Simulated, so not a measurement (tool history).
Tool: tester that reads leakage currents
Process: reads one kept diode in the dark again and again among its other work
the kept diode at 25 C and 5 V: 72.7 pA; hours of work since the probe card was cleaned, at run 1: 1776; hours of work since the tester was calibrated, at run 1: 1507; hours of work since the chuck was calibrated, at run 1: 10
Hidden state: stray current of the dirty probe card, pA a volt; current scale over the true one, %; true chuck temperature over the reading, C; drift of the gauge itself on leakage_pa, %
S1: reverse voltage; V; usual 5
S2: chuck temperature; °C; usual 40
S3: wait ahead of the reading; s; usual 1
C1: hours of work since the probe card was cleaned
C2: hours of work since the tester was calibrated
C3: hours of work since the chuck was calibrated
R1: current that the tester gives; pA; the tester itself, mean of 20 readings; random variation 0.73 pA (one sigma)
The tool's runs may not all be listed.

Run 1, hour 0: usual settings; C1 1776; C2 1507; C3 10. Result: R1 251.86 pA.
Run 2, hour 51.9: usual settings but S3 6.17 s; C1 1801; C2 1532; C3 36. Result: R1 249.58 pA.
Run 3, hour 98.4: usual settings but S3 6.17 s; C1 1823; C2 1555; C3 58. Result: R1 250.64 pA.
Run 4, hour 148.8: usual settings but S3 6.17 s; C1 1847; C2 1579; C3 82. Result: R1 250.25 pA.
Run 5, hour 183.1: usual settings but S3 6.17 s; C1 1864; C2 1596; C3 99. Result: R1 249.59 pA.
Run 6, hour 243.7: usual settings but S3 6.17 s; C1 1893; C2 1625; C3 128. Result: R1 250.22 pA.
Run 7, hour 322.5: usual settings but S3 6.17 s; C1 1931; C2 1663; C3 166. Result: R1 249.27 pA.
Run 8, hour 384.5: usual settings but S3 6.17 s; C1 1961; C2 1693; C3 196. Result: R1 249.78 pA.
Run 9, hour 459.5: usual settings but S3 6.17 s; C1 1997; C2 1729; C3 232. Result: R1 246.79 pA.
Run 10, hour 517.4: usual settings but S3 6.17 s; C1 2025; C2 1757; C3 260. Result: R1 246.19 pA.
Run 11, hour 563.5: usual settings; C1 2047; C2 1779; C3 282. Result: R1 247.11 pA.
Run 12, hour 628.1: usual settings; C1 2079; C2 1810; C3 313. Result: R1 246.08 pA.
Run 13, hour 689.4: usual settings but S3 2.06 s; C1 2108; C2 1840; C3 343. Result: R1 244.7 pA.
Run 14, hour 741.2: usual settings but S1 5.82 V, S3 2.06 s; C1 2133; C2 1865; C3 368. Result: R1 260.59 pA.
Run 15, hour 776.3: usual settings but S1 5.82 V, S3 2.06 s; C1 2150; C2 1882; C3 385. Result: R1 258.36 pA.
Run 16, hour 824.6: usual settings but S1 1.23 V, S2 58 °C, S3 1.79 s; C1 2173; C2 1905; C3 408. Result: R1 545.79 pA.
Run 17, hour 903.2: usual settings but S1 1.23 V, S2 58 °C, S3 1.79 s; C1 2211; C2 1943; C3 446. Result: R1 544.09 pA.
Run 18, hour 946.8: usual settings but S1 1.72 V, S2 25 °C, S3 1.79 s; C1 2232; C2 1964; C3 467. Result: R1 52.8 pA.
Run 19, hour 1013.3: usual settings but S1 1.72 V, S2 25 °C, S3 1.79 s; C1 2264; C2 1996; C3 499. Result: R1 52.98 pA.
Run 20, hour 1079.8: usual settings but S1 16.1 V, S2 20 °C, S3 1.79 s; C1 2296; C2 2028; C3 531. Result: R1 104.79 pA.
Run 21, hour 1151.2: usual settings but S1 2.41 V, S2 56 °C, S3 0.75 s; C1 2331; C2 2063; C3 566. Result: R1 587.04 pA.
Run 22, hour 1224.2: usual settings but S1 8.69 V, S2 56 °C, S3 0.75 s; C1 2366; C2 2098; C3 601. Result: R1 904.77 pA.
Run 23, hour 1301.5: usual settings but S1 8.69 V, S2 46 °C, S3 0.75 s; C1 2403; C2 2135; C3 638. Result: R1 453.84 pA.
Run 24, hour 1371.1: usual settings but S1 4.43 V, S2 46 °C, S3 1.41 s; C1 2437; C2 2169; C3 672. Result: R1 355.85 pA.
At hour 1379.2: probe card cleaned and baked.
Run 25, hour 1448.3: usual settings but S1 12.39 V, S3 5.47 s; C1 33; C2 2204; C3 708. Result: R1 306.97 pA.
Run 26, hour 1514.6: usual settings but S1 12.39 V, S3 5.47 s; C1 65; C2 2236; C3 740. Result: R1 305.7 pA.
Run 27, hour 1552.8: usual settings but S1 12.39 V, S3 5.47 s; C1 84; C2 2255; C3 758. Result: R1 306.37 pA.
Run 28, hour 1616.7: usual settings but S1 4.22 V; C1 115; C2 2286; C3 789. Result: R1 213.69 pA.
Run 29, hour 1662.7: usual settings but S1 4.22 V; C1 137; C2 2308; C3 811. Result: R1 213.81 pA.

5 ways to go on from here, each from the tool as it stands after run 29. What would each give?
Run A, hour 1705.3: usual settings but S3 6.61 s; C1 157; C2 2328; C3 832. Result: R1 ?.
Run B, hour 1705.3: usual settings but S1 1.35 V, S2 27 °C, S3 1.09 s; C1 157; C2 2328; C3 832. Result: R1 ?.
Run C, hour 1705.3: usual settings but S1 4.22 V, S2 60 °C; C1 157; C2 2328; C3 832. Result: R1 ?.
Run D, hour 1705.3: usual settings but S2 32 °C, S3 5.21 s; C1 157; C2 2328; C3 832. Result: R1 ?.
Run E, hour 1705.3: usual settings but S3 9.89 s; C1 157; C2 2328; C3 832. Result: R1 ?.

run      R1
  A  225.33
  B   52.19
  C  895.76
  D   120.6
  E   225.4
Without the tool's hidden state the same runs would have given:
run      R1
  A  241.68
  B   56.35
  C   954.1
  D   129.5
  E  241.75
